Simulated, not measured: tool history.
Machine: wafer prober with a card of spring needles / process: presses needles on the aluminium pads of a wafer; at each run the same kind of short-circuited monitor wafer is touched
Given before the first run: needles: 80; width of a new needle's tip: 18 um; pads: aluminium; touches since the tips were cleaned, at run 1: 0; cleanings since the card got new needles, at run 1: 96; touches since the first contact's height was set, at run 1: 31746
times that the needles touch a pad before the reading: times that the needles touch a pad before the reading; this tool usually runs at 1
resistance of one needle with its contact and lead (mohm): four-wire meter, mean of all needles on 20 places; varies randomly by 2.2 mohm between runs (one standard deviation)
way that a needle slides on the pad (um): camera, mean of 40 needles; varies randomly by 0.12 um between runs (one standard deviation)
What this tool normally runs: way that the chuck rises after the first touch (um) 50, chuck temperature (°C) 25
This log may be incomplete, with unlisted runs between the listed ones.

run	day	way that the chuck rises after the first touch (um)	chuck temperature (°C)	times that the needles touch a pad before the reading	touches since the tips were cleaned	cleanings since the card got new needles	touches since the first contact's height was set	resistance of one needle with its contact and lead (mohm)	way that a needle slides on the pad (um)
1	0.000	50	25	1	0	96	31746	257	7.42
# day 0.312: tips cleaned on abrasive film
2	0.592	50	25	1	2016	97	35977	305	7.21
# day 0.671: tips cleaned on abrasive film
# day 1.004: tips cleaned on abrasive film
# day 1.329: tips cleaned on abrasive film
3	1.375	50	25	1	326	100	41518	258	7.33
# day 1.629: tips cleaned on abrasive film
4	1.850	50	35	1	1576	101	44917	281	7.30
# day 1.946: tips cleaned on abrasive film
# day 2.267: tips cleaned on abrasive film
# day 2.592: tips cleaned on abrasive film
5	2.675	50	35	1	621	104	50777	266	7.16
# day 2.921: tips cleaned on abrasive film
# day 3.225: tips cleaned on abrasive film
6	3.288	50	85	1	441	106	55106	277	7.28
# day 3.542: tips cleaned on abrasive film
7	3.696	50	25	1	1094	107	58017	274	7.19
# day 3.871: tips cleaned on abrasive film
# day 4.204: tips cleaned on abrasive film
# day 4.529: tips cleaned on abrasive film
8	4.600	50	25	1	510	110	64446	263	6.92
# day 4.875: tips cleaned on abrasive film
9	5.054	50	25	1	1296	111	67697	276	7.20
# day 5.196: tips cleaned on abrasive film, once more
# day 5.546: tips cleaned on abrasive film
10	5.812	50	25	1	1915	113	73084	287	6.99
# day 5.888: tips cleaned on abrasive film
# day 6.225: tips cleaned on abrasive film
# day 6.521: tips cleaned on abrasive film
11	6.621	50	25	1	719	116	78820	272	7.04
# day 6.883: tips cleaned on abrasive film
# day 7.200: tips cleaned on abrasive film
12	7.392	50	25	1	1383	118	84313	281	6.60
# day 7.542: tips cleaned on abrasive film
# day 7.871: tips cleaned on abrasive film
13	8.054	50	95	1	1309	120	89010	296	6.95
# day 8.175: tips cleaned on abrasive film
14	8.425	50	95	1	1806	121	91652	305	6.94
# day 8.500: tips cleaned on abrasive film
# day 8.862: tips cleaned on abrasive film
# day 9.225: tips cleaned on abrasive film
15	9.325	50	95	1	739	124	98065	292	6.95
# day 9.542: tips cleaned on abrasive film
# day 9.858: tips cleaned on abrasive film
16	9.858	50	25	1	0	126	101841	254	6.98
# day 10.162: tips cleaned on abrasive film
17	10.392	50	31	1	1631	127	105637	289	6.58
# day 10.462: tips cleaned on abrasive film
# day 10.796: tips cleaned on abrasive film
18	10.875	50	31	1	566	129	109063	278	6.68
# day 11.112: tips cleaned on abrasive film
19	11.396	61	43	2	2041	130	112792	273	8.54
# day 11.475: tips cleaned on abrasive film
# day 11.829: tips cleaned on abrasive film
20	11.854	61	43	2	156	132	116013	259	8.44
# day 12.158: tips cleaned on abrasive film
# day 12.475: tips cleaned on abrasive film
21	12.562	50	62	1	610	134	121053	276	6.77
# day 12.800: tips cleaned on abrasive film
# day 13.112: tips cleaned on abrasive film
# day 13.433: tips cleaned on abrasive film
22	13.458	50	62	1	179	137	127411	274	6.51
# day 13.788: tips cleaned on abrasive film
23	13.858	38	25	2	499	138	130273	279	4.78
# day 14.088: tips cleaned on abrasive film
24	14.225	38	25	2	1007	139	132898	293	4.84
# day 14.421: tips cleaned on abrasive film
# day 14.767: tips cleaned on abrasive film
25	14.812	38	25	2	321	141	137061	276	4.52
# day 15.092: tips cleaned on abrasive film
26	15.204	47	25	2	795	142	139844	270	6.18
# day 15.425: tips cleaned on abrasive film
27	15.692	47	25	2	1904	143	143322	289	6.13
# day 15.750: tips cleaned on abrasive film
# day 16.083: tips cleaned on abrasive film
# day 16.404: tips cleaned on abrasive film
28	16.454	47	25	2	355	146	148716	261	6.09
# day 16.704: tips cleaned on abrasive film
# day 17.038: tips cleaned on abrasive film
29	17.133	47	25	2	680	148	153549	273	5.97
# day 17.383: tips cleaned on abrasive film
# day 17.733: tips cleaned on abrasive film
30	17.875	55	25	2	1007	150	158831	261	7.25
# day 18.058: tips cleaned on abrasive film
# day 18.367: tips cleaned on abrasive film
31	18.496	69	25	3	907	152	163235	252	9.52

Below, some changes in resistance of one needle with its contact and lead (mohm) between adjacent runs. For each, the amount present without the hidden state too (settings, incoming material, random variation) and the amount remaining for the hidden state with gauge scatter not shared by both compared results:
Hidden state at play: debris on the tips, nm; way that the needles fall short of the set height, um; tips' diameter, um; drift of the gauge itself on contact_mohm, %; drift of the gauge itself on scrub_um, %.
Run 1 -> 2: tips cleaned on abrasive film. resistance of one needle with its contact and lead (mohm) +48: hidden state +55, all else -7.
Run 2 -> 3: tips cleaned on abrasive film, tips cleaned on abrasive film, tips cleaned on abrasive film. resistance of one needle with its contact and lead (mohm) -47: hidden state -50, all else +3.
Run 15 -> 16: chuck temperature (°C) 95 -> 25, tips cleaned on abrasive film, tips cleaned on abrasive film. resistance of one needle with its contact and lead (mohm) -38: hidden state -14, all else -24.
Run 16 -> 17: chuck temperature (°C) 25 -> 31, tips cleaned on abrasive film. resistance of one needle with its contact and lead (mohm) +35: hidden state +31, all else +4.
